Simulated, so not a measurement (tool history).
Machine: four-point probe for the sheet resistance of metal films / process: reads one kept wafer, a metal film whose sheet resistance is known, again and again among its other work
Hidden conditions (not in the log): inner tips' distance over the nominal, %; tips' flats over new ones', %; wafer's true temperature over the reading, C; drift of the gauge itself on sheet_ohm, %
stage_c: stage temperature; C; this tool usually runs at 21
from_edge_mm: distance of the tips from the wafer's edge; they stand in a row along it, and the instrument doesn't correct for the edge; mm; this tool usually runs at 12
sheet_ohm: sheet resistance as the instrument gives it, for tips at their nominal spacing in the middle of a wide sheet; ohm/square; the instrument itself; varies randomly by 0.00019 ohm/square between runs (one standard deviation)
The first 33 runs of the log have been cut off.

run	hour	stage_c	from_edge_mm	touches since the probe head was changed	hours of work since the stage's thermometer was calibrated	sheet_ohm
34	2943	24	12	26586	271	0.94854
35	3033.6	24	12	28423	314	0.948164
36	3137.5	24	3	30530	364	0.997748
37	3231.6	34	7	32439	408	0.944411
38	3318	34	7	34191	449	0.944377
39	3399.2	20	9	35839	488	0.955156
40	3469.6	25	11	37266	521	0.947958
41	3568.8	25	11	39278	568	0.947783
42	3673.3	25	11	41396	618	0.947941
43	3796	25	11	43886	676	0.947826
44	3886.1	25	20	45713	718	0.944586

What if the next run were any one of these 4? Each begins from the tool's condition after run 44:
A	3949.8	29	20	47004	749	?
B	3949.8	25	5	47004	749	?
C	3949.8	23	7	47004	749	?
D	3949.8	18	12	47004	749	?

run	sheet_ohm
A	0.940751
B	0.963705
C	0.956188
D	0.95492
The same runs, with their run-to-run variation unchanged, on a tool lacking any hidden condition would have given:
run	sheet_ohm
A	0.940788
B	0.963743
C	0.956226
D	0.954957

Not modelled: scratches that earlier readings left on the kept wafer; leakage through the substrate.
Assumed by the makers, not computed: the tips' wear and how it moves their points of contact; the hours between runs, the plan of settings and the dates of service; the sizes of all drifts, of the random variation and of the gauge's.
